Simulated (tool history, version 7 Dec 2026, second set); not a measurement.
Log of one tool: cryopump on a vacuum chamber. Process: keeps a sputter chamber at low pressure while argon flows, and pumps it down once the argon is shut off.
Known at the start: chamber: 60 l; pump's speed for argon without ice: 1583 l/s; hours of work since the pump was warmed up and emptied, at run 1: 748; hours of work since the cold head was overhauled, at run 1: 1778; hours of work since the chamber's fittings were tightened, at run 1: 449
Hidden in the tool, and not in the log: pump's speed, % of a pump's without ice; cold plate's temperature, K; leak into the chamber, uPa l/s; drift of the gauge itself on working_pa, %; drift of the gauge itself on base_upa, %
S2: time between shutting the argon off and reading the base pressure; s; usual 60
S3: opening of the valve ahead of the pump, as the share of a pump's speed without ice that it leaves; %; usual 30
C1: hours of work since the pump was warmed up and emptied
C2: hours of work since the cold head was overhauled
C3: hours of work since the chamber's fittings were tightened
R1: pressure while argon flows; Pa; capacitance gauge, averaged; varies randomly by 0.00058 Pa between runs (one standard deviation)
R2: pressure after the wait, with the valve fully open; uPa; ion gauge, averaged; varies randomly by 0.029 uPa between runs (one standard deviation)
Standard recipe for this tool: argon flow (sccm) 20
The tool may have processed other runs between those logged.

{"run": 1, "hour": 0.0, "argon flow (sccm)": 20, "S2": 60, "S3": 30, "C1": 748, "C2": 1778, "C3": 449, "R1": 0.0757, "R2": 1.81}
{"run": 2, "hour": 50.5, "argon flow (sccm)": 20, "S2": 20, "S3": 30, "C1": 780, "C2": 1811, "C3": 481, "R1": 0.0761, "R2": 4.26}
{"run": 3, "hour": 100.3, "argon flow (sccm)": 20, "S2": 60, "S3": 30, "C1": 813, "C2": 1843, "C3": 513, "R1": 0.0749, "R2": 1.92}
{"run": 4, "hour": 186.0, "argon flow (sccm)": 20, "S2": 60, "S3": 30, "C1": 868, "C2": 1898, "C3": 568, "R1": 0.0755, "R2": 2.01}
{"run": 5, "hour": 275.8, "argon flow (sccm)": 8, "S2": 60, "S3": 30, "C1": 925, "C2": 1955, "C3": 626, "R1": 0.0309, "R2": 2.1}
{"hour": 352.0, "done": "pump warmed up, emptied and cooled again"}
{"run": 6, "hour": 362.9, "argon flow (sccm)": 27, "S2": 60, "S3": 30, "C1": 7, "C2": 2008, "C3": 679, "R1": 0.0974, "R2": 1.97}
{"run": 7, "hour": 476.4, "argon flow (sccm)": 20, "S2": 60, "S3": 30, "C1": 80, "C2": 2081, "C3": 751, "R1": 0.0721, "R2": 2.09}
{"run": 8, "hour": 583.6, "argon flow (sccm)": 20, "S2": 60, "S3": 50, "C1": 149, "C2": 2150, "C3": 820, "R1": 0.0444, "R2": 2.13}
{"run": 9, "hour": 706.6, "argon flow (sccm)": 20, "S2": 60, "S3": 54, "C1": 228, "C2": 2229, "C3": 899, "R1": 0.0397, "R2": 2.24}
{"run": 10, "hour": 774.4, "argon flow (sccm)": 20, "S2": 60, "S3": 30, "C1": 271, "C2": 2273, "C3": 943, "R1": 0.0738, "R2": 2.31}
{"run": 11, "hour": 828.6, "argon flow (sccm)": 20, "S2": 60, "S3": 30, "C1": 306, "C2": 2307, "C3": 978, "R1": 0.0728, "R2": 2.41}
{"run": 12, "hour": 929.7, "argon flow (sccm)": 20, "S2": 60, "S3": 30, "C1": 371, "C2": 2372, "C3": 1043, "R1": 0.0732, "R2": 2.34}
{"run": 13, "hour": 1003.7, "argon flow (sccm)": 20, "S2": 60, "S3": 30, "C1": 419, "C2": 2420, "C3": 1090, "R1": 0.0743, "R2": 2.47}
{"run": 14, "hour": 1099.2, "argon flow (sccm)": 20, "S2": 60, "S3": 30, "C1": 480, "C2": 2481, "C3": 1152, "R1": 0.0749, "R2": 2.61}
{"run": 15, "hour": 1165.3, "argon flow (sccm)": 37, "S2": 60, "S3": 17, "C1": 522, "C2": 2524, "C3": 1194, "R1": 0.2388, "R2": 2.65}
{"run": 16, "hour": 1269.1, "argon flow (sccm)": 37, "S2": 60, "S3": 17, "C1": 589, "C2": 2590, "C3": 1261, "R1": 0.2391, "R2": 2.74}
{"run": 17, "hour": 1382.7, "argon flow (sccm)": 21, "S2": 33, "S3": 19, "C1": 662, "C2": 2663, "C3": 1334, "R1": 0.1223, "R2": 3.77}
{"run": 18, "hour": 1492.5, "argon flow (sccm)": 21, "S2": 33, "S3": 19, "C1": 733, "C2": 2734, "C3": 1404, "R1": 0.121, "R2": 3.9}
{"run": 19, "hour": 1574.2, "argon flow (sccm)": 21, "S2": 33, "S3": 19, "C1": 785, "C2": 2786, "C3": 1457, "R1": 0.123, "R2": 4.03}
{"run": 20, "hour": 1650.3, "argon flow (sccm)": 15, "S2": 60, "S3": 55, "C1": 834, "C2": 2835, "C3": 1506, "R1": 0.0319, "R2": 3.07}
{"run": 21, "hour": 1705.8, "argon flow (sccm)": 20, "S2": 241, "S3": 25, "C1": 870, "C2": 2871, "C3": 1541, "R1": 0.0908, "R2": 2.33}
{"run": 22, "hour": 1787.2, "argon flow (sccm)": 20, "S2": 57, "S3": 19, "C1": 922, "C2": 2923, "C3": 1594, "R1": 0.1161, "R2": 3.36}
{"hour": 1864.6, "done": "pump warmed up, emptied and cooled again"}
{"run": 23, "hour": 1872.4, "argon flow (sccm)": 16, "S2": 41, "S3": 18, "C1": 5, "C2": 2975, "C3": 1645, "R1": 0.0955, "R2": 3.59}
{"run": 24, "hour": 1945.6, "argon flow (sccm)": 16, "S2": 41, "S3": 18, "C1": 52, "C2": 3022, "C3": 1692, "R1": 0.0965, "R2": 3.59}
{"run": 25, "hour": 1996.3, "argon flow (sccm)": 38, "S2": 132, "S3": 24, "C1": 85, "C2": 3054, "C3": 1725, "R1": 0.17, "R2": 2.46}
{"run": 26, "hour": 2082.7, "argon flow (sccm)": 9, "S2": 33, "S3": 16, "C1": 140, "C2": 3110, "C3": 1780, "R1": 0.0596, "R2": 4.03}

Each row is a separate what-if for the run after 26, all from the same tool condition, not one after another. Results?
{"run": "A", "hour": 2177.3, "argon flow (sccm)": 33, "S2": 72, "S3": 16, "C1": 201, "C2": 3171, "C3": 1841, "R1": "?", "R2": "?"}
{"run": "B", "hour": 2177.3, "argon flow (sccm)": 10, "S2": 102, "S3": 18, "C1": 201, "C2": 3171, "C3": 1841, "R1": "?", "R2": "?"}
{"run": "C", "hour": 2177.3, "argon flow (sccm)": 17, "S2": 62, "S3": 44, "C1": 201, "C2": 3171, "C3": 1841, "R1": "?", "R2": "?"}
{"run": "D", "hour": 2177.3, "argon flow (sccm)": 9, "S2": 187, "S3": 30, "C1": 201, "C2": 3171, "C3": 1841, "R1": "?", "R2": "?"}

run=A R1=0.2219 R2=2.96
run=B R1=0.0605 R2=2.78
run=C R1=0.0426 R2=3.23
run=D R1=0.033 R2=2.45
The same runs, with their run-to-run variation unchanged, on a tool lacking any hidden condition would have given:
run=A R1=0.2197 R2=1.12
run=B R1=0.0598 R2=0.88
run=C R1=0.0415 R2=1.34
run=D R1=0.0324 R2=0.57

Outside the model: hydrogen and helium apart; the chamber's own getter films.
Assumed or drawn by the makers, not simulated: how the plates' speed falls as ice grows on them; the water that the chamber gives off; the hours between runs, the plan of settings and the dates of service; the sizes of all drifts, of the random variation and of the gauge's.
